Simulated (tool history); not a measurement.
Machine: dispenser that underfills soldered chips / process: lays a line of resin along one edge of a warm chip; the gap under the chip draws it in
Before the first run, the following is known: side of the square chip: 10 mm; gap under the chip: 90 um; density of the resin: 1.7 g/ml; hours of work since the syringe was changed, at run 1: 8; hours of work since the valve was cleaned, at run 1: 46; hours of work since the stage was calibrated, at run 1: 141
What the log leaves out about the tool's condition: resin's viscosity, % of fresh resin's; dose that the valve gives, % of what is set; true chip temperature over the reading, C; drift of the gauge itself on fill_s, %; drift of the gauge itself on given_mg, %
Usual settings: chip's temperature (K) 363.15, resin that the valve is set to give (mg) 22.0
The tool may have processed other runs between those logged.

run	hour	chip's temperature (K)	resin that the valve is set to give (mg)	hours of work since the syringe was changed	hours of work since the valve was cleaned	hours of work since the stage was calibrated	time until the resin shows at the far edge (s)	resin that the valve gave (mg)
1	0.0	363.15	22.0	8	46	141	44.5	20.89
2	2.7	363.15	22.0	10	48	143	49.0	20.94
# hour 4.2: new syringe of resin
# hour 8.1: dispensing valve cleaned and set on the balance
3	9.1	359.15	22.0	3	1	147	44.8	21.95
4	14.3	359.15	22.0	7	5	151	52.6	21.91
5	18.1	375.15	22.0	10	8	154	29.2	21.86
# hour 19.9: new syringe of resin
6	22.9	375.15	22.0	2	11	157	20.8	21.62
7	25.6	363.15	27.9	4	13	159	38.4	27.59
8	30.3	363.15	27.9	8	17	163	44.9	27.49
# hour 34.5: new syringe of resin
9	35.8	363.15	27.9	1	21	167	32.0	27.34
10	39.9	363.15	22.0	4	24	170	39.0	21.45
11	44.1	363.15	22.0	7	27	173	43.9	21.41
# hour 49.2: new syringe of resin
12	49.2	353.15	22.0	0	31	177	49.6	21.37
13	54.8	363.15	22.0	4	35	181	38.4	21.34
14	58.1	363.15	22.0	7	38	184	43.4	21.22
15	63.0	363.15	22.0	11	42	188	52.2	21.26
# hour 63.6: new syringe of resin
16	66.2	363.15	22.0	2	44	190	34.6	21.12
17	69.6	363.15	22.0	5	46	192	39.1	21.06
18	71.9	363.15	22.0	6	48	194	42.5	21.19
# hour 76.4: dispensing valve cleaned and set on the balance
19	77.2	363.15	22.0	10	1	198	49.8	22.06
# hour 79.4: new syringe of resin
20	81.6	363.15	22.0	2	4	201	33.8	21.93
21	85.9	350.15	21.7	5	7	204	73.4	21.56
22	88.8	364.15	28.5	7	9	206	40.1	28.26
23	92.5	364.15	28.5	10	12	209	46.0	28.28
# hour 94.1: new syringe of resin
24	97.0	359.15	19.1	2	15	212	43.9	18.89
25	99.5	363.15	20.1	4	17	214	39.4	19.82
26	104.3	361.15	20.5	8	21	218	50.1	20.15
27	106.9	361.15	20.5	10	23	220	55.2	20.13
# hour 108.6: new syringe of resin
28	112.6	375.15	20.5	3	27	224	21.9	20.00
29	116.8	376.15	27.6	6	30	227	23.6	26.95
30	119.4	365.15	28.4	8	32	229	40.3	27.59
31	122.1	376.15	25.9	10	34	231	27.8	25.22
# hour 123.2: new syringe of resin
32	125.5	371.15	26.5	2	37	234	23.0	25.72
33	130.5	371.15	26.5	6	41	238	28.0	25.67
34	133.3	361.15	23.9	8	43	240	49.0	23.14
35	137.0	361.15	23.9	11	46	243	54.3	22.98

Hidden state or all else? Some run-to-run changes of time until the resin shows at the far edge (s), split into what the settings, what came in and random variation would give without the hidden state, and what is left for the hidden state (with any gauge scatter that isn't in both results):
Run 15 -> 16: new syringe of resin. time until the resin shows at the far edge (s) -17.6: hidden state -16.7, all else -0.9.
Run 19 -> 20: new syringe of resin. time until the resin shows at the far edge (s) -16.0: hidden state -15.7, all else -0.3.
Run 20 -> 21: chip's temperature (K) 363.15 -> 350.15, resin that the valve is set to give (mg) 22.0 -> 21.7. time until the resin shows at the far edge (s) +39.6: hidden state +11.3, all else +28.3.
Run 21 -> 22: chip's temperature (K) 350.15 -> 364.15, resin that the valve is set to give (mg) 21.7 -> 28.5. time until the resin shows at the far edge (s) -33.3: hidden state -2.3, all else -31.0.
Run 27 -> 28: chip's temperature (K) 361.15 -> 375.15, new syringe of resin. time until the resin shows at the far edge (s) -33.3: hidden state -16.5, all else -16.8.

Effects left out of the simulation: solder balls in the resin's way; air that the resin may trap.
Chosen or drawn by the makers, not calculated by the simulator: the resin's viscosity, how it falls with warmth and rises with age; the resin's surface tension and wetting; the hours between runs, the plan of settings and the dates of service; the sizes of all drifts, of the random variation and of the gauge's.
